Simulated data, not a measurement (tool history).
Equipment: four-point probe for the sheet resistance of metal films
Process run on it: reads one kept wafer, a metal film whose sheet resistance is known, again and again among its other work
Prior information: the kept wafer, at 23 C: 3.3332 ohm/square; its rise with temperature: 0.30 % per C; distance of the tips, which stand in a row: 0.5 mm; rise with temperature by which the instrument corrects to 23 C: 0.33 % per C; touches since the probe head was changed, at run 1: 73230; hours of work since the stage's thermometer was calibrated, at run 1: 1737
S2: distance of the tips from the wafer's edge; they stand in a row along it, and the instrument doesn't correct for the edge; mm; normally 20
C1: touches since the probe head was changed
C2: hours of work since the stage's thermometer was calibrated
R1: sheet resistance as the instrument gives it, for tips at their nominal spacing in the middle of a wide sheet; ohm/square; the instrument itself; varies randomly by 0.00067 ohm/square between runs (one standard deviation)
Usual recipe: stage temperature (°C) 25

Run 1, hour 0.0: usual settings; C1 73230; C2 1737. Result: R1 3.344470 ohm/square.
Run 2, hour 52.6: usual settings; C1 75790; C2 1770. Result: R1 3.345046 ohm/square.
Run 3, hour 129.7: usual settings; C1 79538; C2 1819. Result: R1 3.344736 ohm/square.
Run 4, hour 220.4: usual settings; C1 83945; C2 1876. Result: R1 3.346493 ohm/square.
Run 5, hour 300.2: usual settings; C1 87827; C2 1926. Result: R1 3.348281 ohm/square.
Run 6, hour 340.3: usual settings; C1 89776; C2 1951. Result: R1 3.348352 ohm/square.
Run 7, hour 384.4: usual settings but S2 18 mm; C1 91917; C2 1979. Result: R1 3.348921 ohm/square.
Run 8, hour 427.3: usual settings but stage temperature (°C) 21; C1 94004; C2 2006. Result: R1 3.353906 ohm/square.
Run 9, hour 512.4: usual settings but stage temperature (°C) 27; C1 98139; C2 2060. Result: R1 3.347865 ohm/square.
At hour 535.0: stage's thermometer calibrated.
Run 10, hour 600.1: usual settings but stage temperature (°C) 27; C1 102380; C2 41. Result: R1 3.340536 ohm/square.
Run 11, hour 646.1: usual settings but S2 7 mm; C1 104617; C2 70. Result: R1 3.350857 ohm/square.
At hour 695.4: new probe head fitted.
Run 12, hour 707.4: usual settings but S2 7 mm; C1 587; C2 108. Result: R1 3.371133 ohm/square.
Run 13, hour 773.9: usual settings but S2 7 mm; C1 3816; C2 150. Result: R1 3.372545 ohm/square.
Run 14, hour 820.6: usual settings but S2 7 mm; C1 6089; C2 179. Result: R1 3.371860 ohm/square.
Run 15, hour 870.4: usual settings but stage temperature (°C) 21; C1 8510; C2 210. Result: R1 3.367645 ohm/square.
Run 16, hour 954.1: usual settings but stage temperature (°C) 31; C1 12579; C2 263. Result: R1 3.359581 ohm/square.
Run 17, hour 1006.3: usual settings; C1 15117; C2 296. Result: R1 3.364896 ohm/square.
Run 18, hour 1080.1: usual settings; C1 18704; C2 342. Result: R1 3.366510 ohm/square.
Run 19, hour 1166.8: usual settings; C1 22919; C2 397. Result: R1 3.368753 ohm/square.
Run 20, hour 1251.7: usual settings; C1 27048; C2 450. Result: R1 3.368687 ohm/square.
Run 21, hour 1319.8: usual settings; C1 30355; C2 493. Result: R1 3.369914 ohm/square.
Run 22, hour 1379.1: usual settings; C1 33241; C2 531. Result: R1 3.370565 ohm/square.
Run 23, hour 1422.3: usual settings but S2 40 mm; C1 35342; C2 558. Result: R1 3.368790 ohm/square.
Run 24, hour 1488.5: usual settings but S2 40 mm; C1 38557; C2 599. Result: R1 3.371857 ohm/square.
Run 25, hour 1533.3: usual settings but stage temperature (°C) 21, S2 64 mm; C1 40736; C2 628. Result: R1 3.375130 ohm/square.
Run 26, hour 1593.3: usual settings but stage temperature (°C) 23, S2 33 mm; C1 43655; C2 665. Result: R1 3.373621 ohm/square.
Run 27, hour 1654.7: usual settings but stage temperature (°C) 23, S2 33 mm; C1 46641; C2 704. Result: R1 3.375149 ohm/square.
Run 28, hour 1716.5: usual settings but stage temperature (°C) 23, S2 33 mm; C1 49644; C2 743. Result: R1 3.374743 ohm/square.
Run 29, hour 1762.1: usual settings but stage temperature (°C) 28, S2 4 mm; C1 51860; C2 772. Result: R1 3.397558 ohm/square.
Run 30, hour 1846.4: usual settings but stage temperature (°C) 26, S2 10 mm; C1 55961; C2 825. Result: R1 3.378042 ohm/square.
Run 31, hour 1938.6: usual settings but stage temperature (°C) 35, S2 36 mm; C1 60440; C2 883. Result: R1 3.363517 ohm/square.
Run 32, hour 2014.2: usual settings but stage temperature (°C) 32, S2 8 mm; C1 64117; C2 930. Result: R1 3.374196 ohm/square.
Run 33, hour 2059.0: usual settings but S2 11 mm; C1 66296; C2 958. Result: R1 3.379555 ohm/square.
Run 34, hour 2133.4: usual settings but stage temperature (°C) 31, S2 29 mm; C1 69909; C2 1005. Result: R1 3.370170 ohm/square.
Run 35, hour 2222.5: usual settings but stage temperature (°C) 27; C1 74245; C2 1061. Result: R1 3.375980 ohm/square.

Estimate the outcome of run 36 from the log above:
Run 36, hour 2267.0: usual settings but stage temperature (°C) 22, S2 12 mm; C1 76407; C2 1089. Result: R1 ?.

For run 36 the tool returned R1 3.384967 ohm/square.
On a tool with no hidden condition, and with the same random variation, this run would have come out at R1 3.337171 ohm/square.

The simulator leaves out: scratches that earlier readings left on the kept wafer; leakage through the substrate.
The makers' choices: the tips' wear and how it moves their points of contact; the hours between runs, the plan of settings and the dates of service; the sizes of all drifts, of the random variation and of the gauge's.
